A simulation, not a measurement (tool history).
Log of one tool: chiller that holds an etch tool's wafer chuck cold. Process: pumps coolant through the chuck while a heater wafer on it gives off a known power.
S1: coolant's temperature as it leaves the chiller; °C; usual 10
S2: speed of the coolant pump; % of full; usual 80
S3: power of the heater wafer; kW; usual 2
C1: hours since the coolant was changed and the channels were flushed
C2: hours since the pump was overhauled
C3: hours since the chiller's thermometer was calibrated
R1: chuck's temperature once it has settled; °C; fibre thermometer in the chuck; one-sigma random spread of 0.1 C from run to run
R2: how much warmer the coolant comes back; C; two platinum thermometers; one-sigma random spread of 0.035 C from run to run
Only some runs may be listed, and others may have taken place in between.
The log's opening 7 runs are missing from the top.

{"run": 8, "day": 25.596, "S1": 9, "S2": 80, "S3": 2, "C1": 7150, "C2": 5112, "C3": 3048, "R1": 21.7, "R2": 5.92}
{"day": 29.225, "done": "coolant changed, channels flushed"}
{"run": 9, "day": 29.729, "S1": 9, "S2": 80, "S3": 2, "C1": 12, "C2": 5205, "C3": 3141, "R1": 21.7, "R2": 5.82}
{"run": 10, "day": 31.95, "S1": 14, "S2": 80, "S3": 2, "C1": 65, "C2": 5258, "C3": 3195, "R1": 26.5, "R2": 5.81}
{"run": 11, "day": 36.433, "S1": 14, "S2": 80, "S3": 2, "C1": 173, "C2": 5366, "C3": 3302, "R1": 26.8, "R2": 5.87}
{"run": 12, "day": 40.629, "S1": 14, "S2": 80, "S3": 2, "C1": 274, "C2": 5466, "C3": 3403, "R1": 26.8, "R2": 5.77}
{"run": 13, "day": 43.533, "S1": 14, "S2": 87, "S3": 2, "C1": 343, "C2": 5536, "C3": 3473, "R1": 26, "R2": 5.29}
{"run": 14, "day": 48.321, "S1": 14, "S2": 87, "S3": 2, "C1": 458, "C2": 5651, "C3": 3587, "R1": 25.8, "R2": 5.32}
{"run": 15, "day": 52.542, "S1": 10, "S2": 80, "S3": 2.626, "C1": 560, "C2": 5752, "C3": 3689, "R1": 26.6, "R2": 7.61}
{"day": 55.092, "done": "chiller's thermometer calibrated"}
{"run": 16, "day": 56.533, "S1": 10, "S2": 80, "S3": 2.626, "C1": 654, "C2": 5847, "C3": 35, "R1": 26.7, "R2": 7.64}
{"run": 17, "day": 59.367, "S1": 19, "S2": 80, "S3": 2.535, "C1": 722, "C2": 5915, "C3": 103, "R1": 35.1, "R2": 7.38}
{"run": 18, "day": 63.088, "S1": 19, "S2": 80, "S3": 2.535, "C1": 812, "C2": 6004, "C3": 192, "R1": 35, "R2": 7.37}
{"run": 19, "day": 67.508, "S1": 19, "S2": 80, "S3": 2.535, "C1": 918, "C2": 6110, "C3": 298, "R1": 35, "R2": 7.33}
{"run": 20, "day": 70.725, "S1": 2, "S2": 60, "S3": 2.847, "C1": 995, "C2": 6188, "C3": 375, "R1": 25, "R2": 10.96}
{"run": 21, "day": 74.125, "S1": 19, "S2": 62, "S3": 2, "C1": 1077, "C2": 6269, "C3": 457, "R1": 34.6, "R2": 7.42}
{"run": 22, "day": 77.367, "S1": 19, "S2": 62, "S3": 2, "C1": 1154, "C2": 6347, "C3": 535, "R1": 34.7, "R2": 7.39}
{"run": 23, "day": 81.804, "S1": 1, "S2": 69, "S3": 1.211, "C1": 1261, "C2": 6454, "C3": 641, "R1": 9.9, "R2": 3.99}
{"run": 24, "day": 84.208, "S1": 1, "S2": 92, "S3": 1.211, "C1": 1319, "C2": 6511, "C3": 699, "R1": 7.6, "R2": 2.93}
{"run": 25, "day": 87.65, "S1": 11, "S2": 94, "S3": 1.034, "C1": 1401, "C2": 6594, "C3": 781, "R1": 16.6, "R2": 2.4}
{"run": 26, "day": 90.888, "S1": 13, "S2": 97, "S3": 1.034, "C1": 1479, "C2": 6672, "C3": 859, "R1": 18.6, "R2": 2.32}
{"run": 27, "day": 94.8, "S1": 4, "S2": 93, "S3": 2, "C1": 1573, "C2": 6765, "C3": 953, "R1": 15.2, "R2": 4.86}
{"run": 28, "day": 99.254, "S1": 7, "S2": 82, "S3": 2, "C1": 1680, "C2": 6872, "C3": 1060, "R1": 19.4, "R2": 5.54}
{"run": 29, "day": 102.342, "S1": 11, "S2": 97, "S3": 1.689, "C1": 1754, "C2": 6947, "C3": 1134, "R1": 20.2, "R2": 3.88}
{"run": 30, "day": 105.575, "S1": 10, "S2": 67, "S3": 1.435, "C1": 1831, "C2": 7024, "C3": 1212, "R1": 20.5, "R2": 4.81}
{"run": 31, "day": 109.85, "S1": 8, "S2": 96, "S3": 1.044, "C1": 1934, "C2": 7127, "C3": 1314, "R1": 13.9, "R2": 2.29}

Below are 3 alternative next runs, each starting from the tool's condition after run 31. Predict each:
{"run": "A", "day": 113.871, "S1": 10, "S2": 80, "S3": 1.227, "C1": 2030, "C2": 7223, "C3": 1411, "R1": "?", "R2": "?"}
{"run": "B", "day": 113.871, "S1": 15, "S2": 93, "S3": 1.044, "C1": 2030, "C2": 7223, "C3": 1411, "R1": "?", "R2": "?"}
{"run": "C", "day": 113.871, "S1": 8, "S2": 78, "S3": 1.052, "C1": 2030, "C2": 7223, "C3": 1411, "R1": "?", "R2": "?"}

run=A R1=17.7 R2=3.41
run=B R1=20.9 R2=2.4
run=C R1=14.8 R2=2.92
The same runs, with their run-to-run variation unchanged, on a tool lacking any hidden condition would have given:
run=A R1=17.7 R2=3.66
run=B R1=20.9 R2=2.65
run=C R1=14.8 R2=3.17
